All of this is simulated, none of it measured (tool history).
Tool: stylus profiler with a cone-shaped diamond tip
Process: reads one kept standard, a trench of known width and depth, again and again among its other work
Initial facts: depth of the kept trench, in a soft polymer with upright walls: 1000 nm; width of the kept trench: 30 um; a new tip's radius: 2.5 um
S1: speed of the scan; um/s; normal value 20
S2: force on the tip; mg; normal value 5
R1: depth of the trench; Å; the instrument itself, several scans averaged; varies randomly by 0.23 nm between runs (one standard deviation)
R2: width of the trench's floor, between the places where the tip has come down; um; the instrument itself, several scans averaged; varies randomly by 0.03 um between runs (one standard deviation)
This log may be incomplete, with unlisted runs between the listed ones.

Run 1, day 0: usual settings. Result: R1 10053.3 Å, R2 24.86 um.
Run 2, day 1.471: usual settings but S1 10 um/s. Result: R1 10053.8 Å, R2 24.83 um.
Run 3, day 3.788: usual settings but S1 58 um/s. Result: R1 10049.8 Å, R2 24.61 um.
Run 4, day 4.883: usual settings but S1 58 um/s. Result: R1 10051.8 Å, R2 24.56 um.
Run 5, day 6.625: usual settings but S1 58 um/s. Result: R1 10049.3 Å, R2 24.56 um.
Run 6, day 7.858: usual settings. Result: R1 10047 Å, R2 24.63 um.
Run 7, day 9.854: usual settings. Result: R1 10048 Å, R2 24.59 um.
Run 8, day 11.946: usual settings. Result: R1 10047.9 Å, R2 24.56 um.
Run 9, day 13.95: usual settings. Result: R1 10043.7 Å, R2 24.48 um.
Run 10, day 16.033: usual settings but S1 8 um/s, S2 7.32 mg. Result: R1 10069.1 Å, R2 24.49 um.
Run 11, day 17.688: usual settings but S1 8 um/s, S2 7.32 mg. Result: R1 10073.6 Å, R2 24.38 um.
Run 12, day 19.262: usual settings but S1 9 um/s, S2 4.58 mg. Result: R1 10036.2 Å, R2 24.4 um.
Run 13, day 21.317: usual settings but S1 9 um/s, S2 4.58 mg. Result: R1 10039.3 Å, R2 24.33 um.
Run 14, day 22.967: usual settings but S2 4.35 mg. Result: R1 10033 Å, R2 24.33 um.
Run 15, day 25.012: usual settings but S2 4.35 mg. Result: R1 10033.7 Å, R2 24.25 um.
Run 16, day 26.442: usual settings but S2 3.06 mg. Result: R1 10008.4 Å, R2 24.25 um.
Run 17, day 28.762: usual settings but S2 3.06 mg. Result: R1 10007.4 Å, R2 24.15 um.
Run 18, day 30.112: usual settings but S2 3.06 mg. Result: R1 10006.6 Å, R2 24.17 um.

Measured result minus the same run's result without the hidden state. Both carry the same run-to-run variation, though not necessarily the same gauge scatter:
Hidden state at play: radius of the tip, um; height scale over the true one, %; drift of the gauge itself on depth_nm, %; drift of the gauge itself on floor_um, %.
run     R1     R2
  1  -36.7  -1.16
  2  -37.8  -1.19
  3  -39.6  -1.24
  4  -40.2  -1.27
  5  -41.4  -1.31
  6  -42.3  -1.33
  7  -43.7  -1.38
  8  -45.1  -1.43
  9  -46.5  -1.47
 10    -48  -1.52
 11  -49.3  -1.56
 12  -50.2  -1.59
 13  -51.6  -1.63
 14  -52.8  -1.67
 15  -54.2   -1.7
 16  -55.1  -1.73
 17  -56.8  -1.79
 18  -57.6  -1.82

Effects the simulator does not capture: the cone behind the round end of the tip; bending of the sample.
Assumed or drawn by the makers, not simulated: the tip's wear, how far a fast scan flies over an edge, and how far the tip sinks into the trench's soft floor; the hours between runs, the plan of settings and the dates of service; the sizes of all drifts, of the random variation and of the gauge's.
